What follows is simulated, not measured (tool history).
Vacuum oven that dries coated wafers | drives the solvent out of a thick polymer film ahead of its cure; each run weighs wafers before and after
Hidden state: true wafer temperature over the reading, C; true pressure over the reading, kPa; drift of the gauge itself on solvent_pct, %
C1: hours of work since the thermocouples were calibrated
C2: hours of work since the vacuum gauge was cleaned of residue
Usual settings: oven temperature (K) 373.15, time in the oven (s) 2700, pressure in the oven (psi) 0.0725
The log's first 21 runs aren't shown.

{"run": 22, "hour": 273.3, "oven temperature (K)": 362.15, "time in the oven (s)": 2700, "pressure in the oven (psi)": 0.0725, "C1": 1498, "C2": 620, "solvent left in the film (%)": 4.15}
{"run": 23, "hour": 283.2, "oven temperature (K)": 362.15, "time in the oven (s)": 2700, "pressure in the oven (psi)": 0.0725, "C1": 1504, "C2": 626, "solvent left in the film (%)": 4.15}
{"run": 24, "hour": 296.7, "oven temperature (K)": 373.15, "time in the oven (s)": 1800, "pressure in the oven (psi)": 0.0976, "C1": 1513, "C2": 635, "solvent left in the film (%)": 2.28}
{"run": 25, "hour": 310.1, "oven temperature (K)": 373.15, "time in the oven (s)": 2640, "pressure in the oven (psi)": 0.2252, "C1": 1521, "C2": 644, "solvent left in the film (%)": 1.52}
{"run": 26, "hour": 323.6, "oven temperature (K)": 373.15, "time in the oven (s)": 2640, "pressure in the oven (psi)": 0.2252, "C1": 1530, "C2": 652, "solvent left in the film (%)": 1.48}
{"run": 27, "hour": 332.9, "oven temperature (K)": 373.15, "time in the oven (s)": 2640, "pressure in the oven (psi)": 0.2252, "C1": 1536, "C2": 658, "solvent left in the film (%)": 1.46}
{"run": 28, "hour": 348.8, "oven temperature (K)": 368.15, "time in the oven (s)": 1800, "pressure in the oven (psi)": 0.0725, "C1": 1546, "C2": 669, "solvent left in the film (%)": 3.89}
{"run": 29, "hour": 360.3, "oven temperature (K)": 368.15, "time in the oven (s)": 1800, "pressure in the oven (psi)": 0.0725, "C1": 1554, "C2": 676, "solvent left in the film (%)": 3.9}
{"run": 30, "hour": 374.9, "oven temperature (K)": 358.15, "time in the oven (s)": 3720, "pressure in the oven (psi)": 0.1368, "C1": 1563, "C2": 686, "solvent left in the film (%)": 4.35}
{"run": 31, "hour": 394.8, "oven temperature (K)": 360.15, "time in the oven (s)": 1680, "pressure in the oven (psi)": 0.0467, "C1": 1576, "C2": 698, "solvent left in the film (%)": 7.46}
{"run": 32, "hour": 410.2, "oven temperature (K)": 373.15, "time in the oven (s)": 4260, "pressure in the oven (psi)": 0.1195, "C1": 1586, "C2": 708, "solvent left in the film (%)": 0.54}
{"run": 33, "hour": 420.8, "oven temperature (K)": 373.15, "time in the oven (s)": 4260, "pressure in the oven (psi)": 0.1195, "C1": 1593, "C2": 715, "solvent left in the film (%)": 0.53}
{"run": 34, "hour": 434.5, "oven temperature (K)": 373.15, "time in the oven (s)": 4260, "pressure in the oven (psi)": 0.1195, "C1": 1602, "C2": 724, "solvent left in the film (%)": 0.54}
{"run": 35, "hour": 447.6, "oven temperature (K)": 373.15, "time in the oven (s)": 4260, "pressure in the oven (psi)": 0.1195, "C1": 1610, "C2": 733, "solvent left in the film (%)": 0.57}
{"run": 36, "hour": 467.0, "oven temperature (K)": 363.15, "time in the oven (s)": 2040, "pressure in the oven (psi)": 0.1195, "C1": 1623, "C2": 745, "solvent left in the film (%)": 5.37}
{"run": 37, "hour": 487.2, "oven temperature (K)": 375.15, "time in the oven (s)": 3660, "pressure in the oven (psi)": 0.2247, "C1": 1636, "C2": 758, "solvent left in the film (%)": 0.85}
{"run": 38, "hour": 498.1, "oven temperature (K)": 375.15, "time in the oven (s)": 3660, "pressure in the oven (psi)": 0.2247, "C1": 1643, "C2": 765, "solvent left in the film (%)": 0.84}
{"run": 39, "hour": 507.2, "oven temperature (K)": 373.15, "time in the oven (s)": 1740, "pressure in the oven (psi)": 0.2324, "C1": 1649, "C2": 771, "solvent left in the film (%)": 2.77}
{"run": 40, "hour": 520.2, "oven temperature (K)": 386.15, "time in the oven (s)": 2580, "pressure in the oven (psi)": 0.1127, "C1": 1657, "C2": 779, "solvent left in the film (%)": 0.28}
{"run": 41, "hour": 529.2, "oven temperature (K)": 370.15, "time in the oven (s)": 2580, "pressure in the oven (psi)": 0.1127, "C1": 1663, "C2": 785, "solvent left in the film (%)": 1.75}
{"run": 42, "hour": 543.2, "oven temperature (K)": 370.15, "time in the oven (s)": 3780, "pressure in the oven (psi)": 0.1127, "C1": 1672, "C2": 794, "solvent left in the film (%)": 0.9}
{"run": 43, "hour": 561.7, "oven temperature (K)": 370.15, "time in the oven (s)": 3780, "pressure in the oven (psi)": 0.1127, "C1": 1684, "C2": 806, "solvent left in the film (%)": 0.91}
{"run": 44, "hour": 576.8, "oven temperature (K)": 370.15, "time in the oven (s)": 1320, "pressure in the oven (psi)": 0.0408, "C1": 1694, "C2": 816, "solvent left in the film (%)": 4.61}
{"run": 45, "hour": 596.5, "oven temperature (K)": 370.15, "time in the oven (s)": 1320, "pressure in the oven (psi)": 0.0408, "C1": 1706, "C2": 829, "solvent left in the film (%)": 4.58}
{"run": 46, "hour": 615.7, "oven temperature (K)": 362.15, "time in the oven (s)": 2700, "pressure in the oven (psi)": 0.2241, "C1": 1719, "C2": 841, "solvent left in the film (%)": 4.64}

4 ways to go on from here, each from the tool as it stands after run 46. What would each give?
{"hour": 621.8, "done": "oven's thermocouples calibrated"}
{"run": "A", "hour": 635.9, "oven temperature (K)": 385.15, "time in the oven (s)": 1380, "pressure in the oven (psi)": 0.2241, "C1": 9, "C2": 853, "solvent left in the film (%)": "?"}
{"hour": 621.8, "done": "oven's thermocouples calibrated"}
{"run": "B", "hour": 635.9, "oven temperature (K)": 372.15, "time in the oven (s)": 3060, "pressure in the oven (psi)": 0.0725, "C1": 9, "C2": 853, "solvent left in the film (%)": "?"}
{"hour": 621.8, "done": "oven's thermocouples calibrated"}
{"run": "C", "hour": 635.9, "oven temperature (K)": 386.15, "time in the oven (s)": 3240, "pressure in the oven (psi)": 0.2241, "C1": 9, "C2": 853, "solvent left in the film (%)": "?"}
{"hour": 621.8, "done": "oven's thermocouples calibrated"}
{"run": "D", "hour": 635.9, "oven temperature (K)": 374.15, "time in the oven (s)": 3900, "pressure in the oven (psi)": 0.2353, "C1": 9, "C2": 853, "solvent left in the film (%)": "?"}

run=A solvent_left_in_the_film_(%)=1.30
run=B solvent_left_in_the_film_(%)=1.32
run=C solvent_left_in_the_film_(%)=0.59
run=D solvent_left_in_the_film_(%)=1.11
Without the tool's hidden state the same runs would have given:
run=A solvent_left_in_the_film_(%)=1.25
run=B solvent_left_in_the_film_(%)=1.25
run=C solvent_left_in_the_film_(%)=0.55
run=D solvent_left_in_the_film_(%)=1.05

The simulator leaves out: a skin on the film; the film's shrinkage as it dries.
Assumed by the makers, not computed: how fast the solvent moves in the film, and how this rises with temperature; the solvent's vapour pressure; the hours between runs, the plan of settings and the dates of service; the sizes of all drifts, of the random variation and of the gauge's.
